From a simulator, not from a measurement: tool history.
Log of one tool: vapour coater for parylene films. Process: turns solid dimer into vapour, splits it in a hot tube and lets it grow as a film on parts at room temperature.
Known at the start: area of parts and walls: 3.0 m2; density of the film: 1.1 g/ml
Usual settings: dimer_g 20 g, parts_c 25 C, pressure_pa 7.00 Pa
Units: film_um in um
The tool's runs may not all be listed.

Run 1, hour 0.0: usual settings. Result: film_um 3.02 um.
Run 2, hour 32.3: usual settings. Result: film_um 3.01 um.
Run 3, hour 84.5: usual settings. Result: film_um 2.97 um.
Run 4, hour 157.6: usual settings. Result: film_um 2.97 um.
Run 5, hour 196.5: usual settings. Result: film_um 2.99 um.
Run 6, hour 235.4: usual settings but dimer_g 29 g. Result: film_um 4.22 um.
Run 7, hour 267.1: usual settings. Result: film_um 2.94 um.
Run 8, hour 328.2: usual settings. Result: film_um 2.91 um.
Run 9, hour 404.9: usual settings. Result: film_um 2.92 um.
Run 10, hour 448.9: usual settings. Result: film_um 2.85 um.
Run 11, hour 480.7: usual settings. Result: film_um 2.85 um.
Run 12, hour 545.9: usual settings. Result: film_um 2.82 um.
Run 13, hour 592.9: usual settings but dimer_g 15 g. Result: film_um 2.10 um.
At hour 622.5: trap's valve overhauled.
Run 14, hour 647.1: usual settings but dimer_g 15 g, pressure_pa 3.22 Pa. Result: film_um 2.58 um.
Run 15, hour 680.5: usual settings but dimer_g 15 g, pressure_pa 3.22 Pa. Result: film_um 2.64 um.
Run 16, hour 727.9: usual settings but dimer_g 17 g, parts_c 36 C, pressure_pa 2.39 Pa. Result: film_um 1.89 um.
Run 17, hour 793.6: usual settings but dimer_g 11 g, parts_c 22 C, pressure_pa 6.73 Pa. Result: film_um 1.92 um.
Run 18, hour 838.0: usual settings but dimer_g 11 g, parts_c 22 C, pressure_pa 6.73 Pa. Result: film_um 1.96 um.
Run 19, hour 906.0: usual settings but dimer_g 11 g, parts_c 22 C, pressure_pa 6.73 Pa. Result: film_um 1.84 um.
Run 20, hour 970.3: usual settings but dimer_g 11 g, parts_c 22 C, pressure_pa 6.73 Pa. Result: film_um 1.91 um.
Run 21, hour 1039.6: usual settings but dimer_g 11 g, parts_c 30 C, pressure_pa 4.92 Pa. Result: film_um 1.39 um.
Run 22, hour 1097.3: usual settings but dimer_g 11 g, parts_c 30 C, pressure_pa 4.92 Pa. Result: film_um 1.36 um.
Run 23, hour 1169.8: usual settings but dimer_g 30 g, parts_c 26 C, pressure_pa 3.84 Pa. Result: film_um 4.60 um.
Run 24, hour 1244.8: usual settings but dimer_g 19 g, pressure_pa 2.80 Pa. Result: film_um 3.20 um.
Run 25, hour 1301.8: usual settings but dimer_g 11 g, parts_c 17 C, pressure_pa 2.07 Pa. Result: film_um 2.89 um.
Run 26, hour 1341.7: usual settings but dimer_g 21 g, pressure_pa 5.80 Pa. Result: film_um 3.05 um.
Run 27, hour 1385.2: usual settings but dimer_g 11 g, parts_c 19 C, pressure_pa 2.99 Pa. Result: film_um 2.42 um.
At hour 1429.1: trap's valve overhauled.
Run 28, hour 1457.9: usual settings but dimer_g 12 g, parts_c 32 C, pressure_pa 4.60 Pa. Result: film_um 1.38 um.
Run 29, hour 1498.4: usual settings but dimer_g 9 g, parts_c 32 C, pressure_pa 4.60 Pa. Result: film_um 1.03 um.
Run 30, hour 1566.3: usual settings but dimer_g 9 g, parts_c 32 C, pressure_pa 4.60 Pa. Result: film_um 1.03 um.

Measured less the same run without the tool's hidden state. The same run-to-run variation is in both; the gauge's scatter may not be:
The hidden state here: vapour lost through the trap's worn valve, %; true temperature of the parts over the reading, C; drift of the gauge itself on film_um, %.
run  film_um
  1    -0.05
  2    -0.05
  3    -0.07
  4    -0.10
  5    -0.11
  6    -0.17
  7    -0.12
  8    -0.15
  9    -0.17
 10    -0.18
 11    -0.19
 12    -0.20
 13    -0.16
 14    -0.04
 15    -0.04
 16    -0.04
 17    -0.05
 18    -0.07
 19    -0.07
 20    -0.09
 21    -0.07
 22    -0.08
 23    -0.30
 24    -0.23
 25    -0.23
 26    -0.25
 27    -0.21
 28    -0.05
 29    -0.04
 30    -0.04

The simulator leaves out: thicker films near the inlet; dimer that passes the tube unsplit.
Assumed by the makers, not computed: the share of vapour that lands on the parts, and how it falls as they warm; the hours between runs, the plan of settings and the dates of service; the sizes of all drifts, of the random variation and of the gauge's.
